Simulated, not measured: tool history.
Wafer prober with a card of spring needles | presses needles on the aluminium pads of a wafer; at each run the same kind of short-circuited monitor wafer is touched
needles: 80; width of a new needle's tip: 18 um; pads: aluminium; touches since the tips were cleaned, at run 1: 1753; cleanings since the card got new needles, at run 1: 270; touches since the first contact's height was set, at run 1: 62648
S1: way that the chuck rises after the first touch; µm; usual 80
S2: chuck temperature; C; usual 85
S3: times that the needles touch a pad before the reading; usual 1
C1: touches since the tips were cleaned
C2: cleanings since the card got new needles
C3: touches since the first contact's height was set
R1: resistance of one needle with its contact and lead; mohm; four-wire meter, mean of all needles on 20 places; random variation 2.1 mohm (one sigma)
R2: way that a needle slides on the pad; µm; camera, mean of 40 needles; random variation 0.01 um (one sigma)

run	hour	S1	S2	S3	C1	C2	C3	R1	R2
1	0.0	80	85	1	1753	270	62648	307	19.23
# hour 7.9: tips cleaned on abrasive film
# hour 21.1: tips cleaned on abrasive film
# hour 31.6: tips cleaned on abrasive film
# hour 42.2: tips cleaned on abrasive film
2	49.3	80	85	1	4254	274	91887	349	19.18
# hour 52.2: height of the first contact set anew
# hour 54.9: tips cleaned on abrasive film
# hour 68.1: tips cleaned on abrasive film
# hour 81.2: tips cleaned on abrasive film
3	86.4	80	42	1	3078	277	20253	336	19.30
# hour 94.3: tips cleaned on abrasive film
# hour 104.8: tips cleaned on abrasive film
# hour 115.4: tips cleaned on abrasive film
# hour 128.5: tips cleaned on abrasive film
# hour 139.1: tips cleaned on abrasive film
4	144.7	80	42	1	3340	282	54822	325	19.24
# hour 150.0: tips cleaned on abrasive film
# hour 160.5: tips cleaned on abrasive film
# hour 173.7: tips cleaned on abrasive film
# hour 186.8: tips cleaned on abrasive film
# hour 200.0: tips cleaned on abrasive film
5	206.3	80	85	1	3743	287	91356	367	19.17
# hour 209.2: height of the first contact set anew
# hour 211.9: tips cleaned on abrasive film
# hour 222.4: tips cleaned on abrasive film
# hour 235.6: tips cleaned on abrasive film
# hour 248.7: tips cleaned on abrasive film
# hour 261.9: tips cleaned on abrasive film
# hour 275.0: tips cleaned on abrasive film
6	282.4	80	85	1	4368	293	43404	381	19.25
# hour 287.7: tips cleaned on abrasive film
# hour 298.2: tips cleaned on abrasive film
# hour 311.4: tips cleaned on abrasive film
# hour 321.9: tips cleaned on abrasive film
# hour 332.5: tips cleaned on abrasive film
# hour 345.6: tips cleaned on abrasive film
# hour 358.8: tips cleaned on abrasive film
7	360.1	80	85	1	811	300	89495	276	19.18
# hour 368.3: height of the first contact set anew
# hour 371.0: tips cleaned on abrasive film
# hour 384.1: tips cleaned on abrasive film
# hour 394.7: tips cleaned on abrasive film
# hour 407.8: tips cleaned on abrasive film
# hour 421.0: tips cleaned on abrasive film
# hour 431.5: tips cleaned on abrasive film
8	438.0	80	85	1	3874	306	41347	366	19.25
# hour 443.3: tips cleaned on abrasive film
# hour 453.9: tips cleaned on abrasive film
# hour 464.4: tips cleaned on abrasive film
# hour 477.6: tips cleaned on abrasive film
# hour 488.1: tips cleaned on abrasive film
# hour 501.3: tips cleaned on abrasive film
# hour 514.4: tips cleaned on abrasive film
9	521.3	80	85	1	4122	313	90749	363	19.18
# hour 526.6: tips cleaned on abrasive film
# hour 526.9: height of the first contact set anew
# hour 537.5: tips cleaned on abrasive film
# hour 548.0: tips cleaned on abrasive film
# hour 561.2: tips cleaned on abrasive film
# hour 574.3: tips cleaned on abrasive film
10	583.5	80	85	1	5473	318	33579	390	19.28
# hour 586.2: tips cleaned on abrasive film
# hour 596.7: tips cleaned on abrasive film
# hour 609.9: tips cleaned on abrasive film
# hour 620.4: tips cleaned on abrasive film
11	624.0	80	85	1	2151	322	57589	320	19.24
# hour 632.0: tips cleaned on abrasive film
# hour 645.1: tips cleaned on abrasive film
# hour 655.7: tips cleaned on abrasive film
# hour 666.2: tips cleaned on abrasive film
# hour 676.7: tips cleaned on abrasive film
# hour 684.9: height of the first contact set anew
# hour 690.2: tips cleaned on abrasive film
12	691.1	80	85	1	520	328	3643	267	19.29
# hour 701.6: tips cleaned on abrasive film
# hour 714.8: tips cleaned on abrasive film
# hour 725.3: tips cleaned on abrasive film
# hour 738.5: tips cleaned on abrasive film
# hour 751.6: tips cleaned on abrasive film
# hour 764.8: tips cleaned on abrasive film
# hour 775.3: tips cleaned on abrasive film
13	778.7	80	85	1	2002	335	55610	321	19.21
# hour 786.6: tips cleaned on abrasive film
# hour 797.1: tips cleaned on abrasive film
# hour 807.7: tips cleaned on abrasive film
# hour 819.7: card fitted with new needles
# hour 832.8: tips cleaned on abrasive film
14	835.9	80	85	1	1816	1	9623	278	19.32
# hour 843.8: tips cleaned on abrasive film
# hour 854.4: tips cleaned on abrasive film
# hour 867.5: tips cleaned on abrasive film
# hour 880.7: tips cleaned on abrasive film
# hour 891.2: tips cleaned on abrasive film
# hour 904.4: tips cleaned on abrasive film
15	914.7	80	85	2	6170	7	56393	297	19.26
# hour 917.4: tips cleaned on abrasive film
# hour 930.5: tips cleaned on abrasive film
# hour 941.1: tips cleaned on abrasive film
# hour 954.2: tips cleaned on abrasive film
# hour 964.8: tips cleaned on abrasive film
# hour 977.9: tips cleaned on abrasive film
# hour 978.2: height of the first contact set anew
# hour 988.8: tips cleaned on abrasive film
16	989.4	80	39	2	359	14	6605	227	19.30
# hour 999.9: tips cleaned on abrasive film
# hour 1013.1: tips cleaned on abrasive film
# hour 1023.6: tips cleaned on abrasive film
# hour 1034.2: tips cleaned on abrasive film
17	1039.9	80	121	1	3448	18	36600	319	19.25
# hour 1045.3: tips cleaned on abrasive film
# hour 1058.4: tips cleaned on abrasive film
# hour 1069.0: tips cleaned on abrasive film
# hour 1079.5: tips cleaned on abrasive film
18	1083.8	80	85	2	2589	22	62611	265	19.21
# hour 1091.8: tips cleaned on abrasive film
# hour 1104.9: tips cleaned on abrasive film
# hour 1115.5: tips cleaned on abrasive film
19	1125.8	80	85	2	6165	25	87512	302	19.19
# hour 1128.5: tips cleaned on abrasive film
# hour 1136.6: height of the first contact set anew
# hour 1139.3: tips cleaned on abrasive film
# hour 1152.5: tips cleaned on abrasive film
# hour 1163.0: tips cleaned on abrasive film
20	1167.0	80	85	2	2353	29	17967	274	19.29
# hour 1174.9: tips cleaned on abrasive film
# hour 1185.4: tips cleaned on abrasive film
# hour 1198.6: tips cleaned on abrasive film
# hour 1211.7: tips cleaned on abrasive film
# hour 1224.9: tips cleaned on abrasive film
21	1232.3	67	85	2	4410	34	56727	320	16.08
# hour 1237.6: tips cleaned on abrasive film
# hour 1250.8: tips cleaned on abrasive film
# hour 1261.3: tips cleaned on abrasive film
# hour 1274.4: tips cleaned on abrasive film
# hour 1287.6: tips cleaned on abrasive film
# hour 1295.7: height of the first contact set anew
# hour 1301.1: tips cleaned on abrasive film
22	1305.2	80	102	2	2448	40	5572	276	19.30

Forecast each of these 4 alternatives for the next run:
# hour 1313.1: tips cleaned on abrasive film
# hour 1323.6: tips cleaned on abrasive film
# hour 1336.8: tips cleaned on abrasive film
# hour 1347.3: tips cleaned on abrasive film
A	1354.7	74	85	1	4416	44	34971	?	?
# hour 1313.1: tips cleaned on abrasive film
# hour 1323.6: tips cleaned on abrasive film
# hour 1336.8: tips cleaned on abrasive film
# hour 1347.3: tips cleaned on abrasive film
B	1354.7	81	36	1	4416	44	34971	?	?
# hour 1313.1: tips cleaned on abrasive film
# hour 1323.6: tips cleaned on abrasive film
# hour 1336.8: tips cleaned on abrasive film
# hour 1347.3: tips cleaned on abrasive film
C	1354.7	66	112	2	4416	44	34971	?	?
# hour 1313.1: tips cleaned on abrasive film
# hour 1323.6: tips cleaned on abrasive film
# hour 1336.8: tips cleaned on abrasive film
# hour 1347.3: tips cleaned on abrasive film
D	1354.7	69	74	1	4416	44	34971	?	?

run	R1	R2
A	342	17.82
B	322	19.51
C	313	15.88
D	359	16.61
Without the tool's hidden state the same runs would have given:
run	R1	R2
A	228	17.87
B	216	19.56
C	233	15.94
D	227	16.66
